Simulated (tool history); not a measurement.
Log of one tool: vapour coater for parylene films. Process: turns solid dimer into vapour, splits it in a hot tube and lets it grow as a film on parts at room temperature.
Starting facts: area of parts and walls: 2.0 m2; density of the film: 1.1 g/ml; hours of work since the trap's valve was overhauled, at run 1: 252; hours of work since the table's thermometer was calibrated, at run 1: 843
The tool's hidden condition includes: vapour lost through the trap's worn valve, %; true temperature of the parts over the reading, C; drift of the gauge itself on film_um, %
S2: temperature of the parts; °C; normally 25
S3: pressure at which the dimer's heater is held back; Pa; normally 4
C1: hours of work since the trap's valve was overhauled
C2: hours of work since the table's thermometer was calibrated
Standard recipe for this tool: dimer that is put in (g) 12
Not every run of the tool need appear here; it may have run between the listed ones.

Run 1, day 0: usual settings; C1 252; C2 843. Result: thickness of the film (um) 3.31.
Run 2, day 0.833: usual settings but S3 3.77 Pa; C1 267; C2 859. Result: thickness of the film (um) 3.37.
Run 3, day 1.783: usual settings but S3 3.77 Pa; C1 285; C2 877. Result: thickness of the film (um) 3.32.
Run 4, day 2.996: usual settings but S2 30 °C; C1 308; C2 900. Result: thickness of the film (um) 2.94.
Run 5, day 3.738: usual settings; C1 322; C2 914. Result: thickness of the film (um) 3.25.
Run 6, day 4.925: usual settings; C1 344; C2 936. Result: thickness of the film (um) 3.26.
At day 5.396: trap's valve overhauled.
Run 7, day 5.717: usual settings but S2 21 °C; C1 6; C2 948. Result: thickness of the film (um) 3.84.
Run 8, day 6.312: usual settings but S2 20 °C; C1 17; C2 959. Result: thickness of the film (um) 3.94.
Run 9, day 7.488: usual settings but S2 20 °C; C1 39; C2 981. Result: thickness of the film (um) 3.91.
Run 10, day 8.188: usual settings but S2 20 °C; C1 52; C2 994. Result: thickness of the film (um) 3.87.
Run 11, day 9.262: usual settings but dimer that is put in (g) 9; C1 73; C2 1014. Result: thickness of the film (um) 2.6.
Run 12, day 10.067: usual settings but dimer that is put in (g) 9; C1 88; C2 1030. Result: thickness of the film (um) 2.59.
Run 13, day 11.208: usual settings but dimer that is put in (g) 9; C1 109; C2 1051. Result: thickness of the film (um) 2.57.
Run 14, day 12.662: usual settings but dimer that is put in (g) 9; C1 137; C2 1078. Result: thickness of the film (um) 2.54.
Run 15, day 13.588: usual settings; C1 154; C2 1096. Result: thickness of the film (um) 3.36.
Run 16, day 14.512: usual settings but S3 2.95 Pa; C1 171; C2 1113. Result: thickness of the film (um) 3.58.
Run 17, day 15.796: usual settings but S3 10.69 Pa; C1 196; C2 1137. Result: thickness of the film (um) 2.79.
Run 18, day 16.462: usual settings but dimer that is put in (g) 19; C1 208; C2 1150. Result: thickness of the film (um) 5.28.
Run 19, day 17.55: usual settings but S3 4.57 Pa; C1 229; C2 1170. Result: thickness of the film (um) 3.22.
Run 20, day 18.229: usual settings but S3 4.57 Pa; C1 241; C2 1183. Result: thickness of the film (um) 3.22.
At day 18.642: table's thermometer calibrated.
Run 21, day 18.879: usual settings but S3 4.57 Pa; C1 253; C2 4. Result: thickness of the film (um) 3.28.
Run 22, day 19.567: usual settings but dimer that is put in (g) 7; C1 266; C2 17. Result: thickness of the film (um) 1.96.
Run 23, day 20.95: usual settings but dimer that is put in (g) 7; C1 292; C2 43. Result: thickness of the film (um) 1.93.
Run 24, day 21.854: usual settings but dimer that is put in (g) 7; C1 309; C2 60. Result: thickness of the film (um) 1.93.
Run 25, day 22.579: usual settings but S2 26 °C, S3 2.12 Pa; C1 322; C2 74. Result: thickness of the film (um) 3.6.
Run 26, day 23.608: usual settings but S2 32 °C, S3 2.12 Pa; C1 342; C2 93. Result: thickness of the film (um) 3.11.
At day 24.162: trap's valve overhauled.
Run 27, day 24.542: usual settings but dimer that is put in (g) 10, S2 22 °C; C1 7; C2 108. Result: thickness of the film (um) 3.15.
Run 28, day 25.242: usual settings but dimer that is put in (g) 8, S2 22 °C, S3 5.46 Pa; C1 20; C2 121. Result: thickness of the film (um) 2.39.
Run 29, day 26.721: usual settings but dimer that is put in (g) 14, S2 34 °C; C1 48; C2 149. Result: thickness of the film (um) 3.35.
Run 30, day 27.946: usual settings but dimer that is put in (g) 11, S2 18 °C, S3 3.26 Pa; C1 71; C2 172. Result: thickness of the film (um) 3.91.
Run 31, day 29.35: usual settings but dimer that is put in (g) 11, S2 18 °C, S3 3.26 Pa; C1 98; C2 198. Result: thickness of the film (um) 3.85.
Run 32, day 30.704: usual settings but dimer that is put in (g) 18, S2 27 °C, S3 2.36 Pa; C1 123; C2 224. Result: thickness of the film (um) 5.46.
Run 33, day 31.383: usual settings but dimer that is put in (g) 18, S2 27 °C, S3 2.36 Pa; C1 136; C2 236. Result: thickness of the film (um) 5.44.
Run 34, day 32.192: usual settings but dimer that is put in (g) 18, S2 18 °C, S3 2.1 Pa; C1 151; C2 252. Result: thickness of the film (um) 6.83.
Run 35, day 33.017: usual settings but dimer that is put in (g) 18; C1 167; C2 267. Result: thickness of the film (um) 5.11.
Run 36, day 33.996: usual settings but dimer that is put in (g) 18, S3 4.52 Pa; C1 185; C2 286. Result: thickness of the film (um) 4.99.
Run 37, day 35.258: usual settings but dimer that is put in (g) 5, S3 9.65 Pa; C1 209; C2 309. Result: thickness of the film (um) 1.19.
Run 38, day 36.412: usual settings but dimer that is put in (g) 15, S3 11.02 Pa; C1 230; C2 331. Result: thickness of the film (um) 3.5.
Run 39, day 37.033: usual settings but dimer that is put in (g) 6; C1 242; C2 343. Result: thickness of the film (um) 1.71.
Run 40, day 38.071: usual settings but dimer that is put in (g) 9, S3 5.03 Pa; C1 262; C2 362. Result: thickness of the film (um) 2.41.
Run 41, day 39.188: usual settings but dimer that is put in (g) 9, S3 5.03 Pa; C1 283; C2 383. Result: thickness of the film (um) 2.4.
Run 42, day 40.654: usual settings but S2 23 °C, S3 4.03 Pa; C1 310; C2 411. Result: thickness of the film (um) 3.44.
Run 43, day 41.904: usual settings but dimer that is put in (g) 17, S2 23 °C, S3 4.24 Pa; C1 334; C2 434. Result: thickness of the film (um) 4.79.
At day 42.883: trap's valve overhauled.
Run 44, day 43.029: usual settings but dimer that is put in (g) 7, S2 23 °C, S3 4.29 Pa; C1 3; C2 452. Result: thickness of the film (um) 2.13.
Run 45, day 43.975: usual settings but dimer that is put in (g) 7, S2 23 °C, S3 4.29 Pa; C1 21; C2 470. Result: thickness of the film (um) 2.1.
Run 46, day 44.617: usual settings but dimer that is put in (g) 20, S2 23 °C, S3 4.08 Pa; C1 33; C2 482. Result: thickness of the film (um) 6.12.
Run 47, day 45.317: usual settings but dimer that is put in (g) 8, S2 18 °C, S3 4.89 Pa; C1 46; C2 495. Result: thickness of the film (um) 2.63.

Table of differences, measured result less the result of that run with no hidden state. Run-to-run variation is the same in both. Gauge scatter possibly is not:
run  thickness of the film (um)
  1                       -0.24
  2                       -0.26
  3                       -0.27
  4                       -0.26
  5                        -0.3
  6                       -0.32
  7                       -0.06
  8                       -0.08
  9                        -0.1
 10                       -0.11
 11                       -0.09
 12                       -0.09
 13                       -0.11
 14                       -0.13
 15                       -0.18
 16                       -0.21
 17                       -0.19
 18                       -0.37
 19                       -0.25
 20                       -0.26
 21                        -0.2
 22                       -0.13
 23                       -0.14
 24                       -0.15
 25                       -0.29
 26                       -0.27
 27                       -0.02
 28                       -0.02
 29                       -0.05
 30                       -0.08
 31                       -0.11
 32                       -0.19
 33                       -0.19
 34                       -0.28
 35                       -0.23
 36                       -0.24
 37                       -0.07
 38                       -0.21
 39                       -0.11
 40                       -0.16
 41                       -0.17
 42                       -0.28
 43                       -0.43
 44                       -0.02
 45                       -0.02
 46                       -0.09
 47                       -0.05
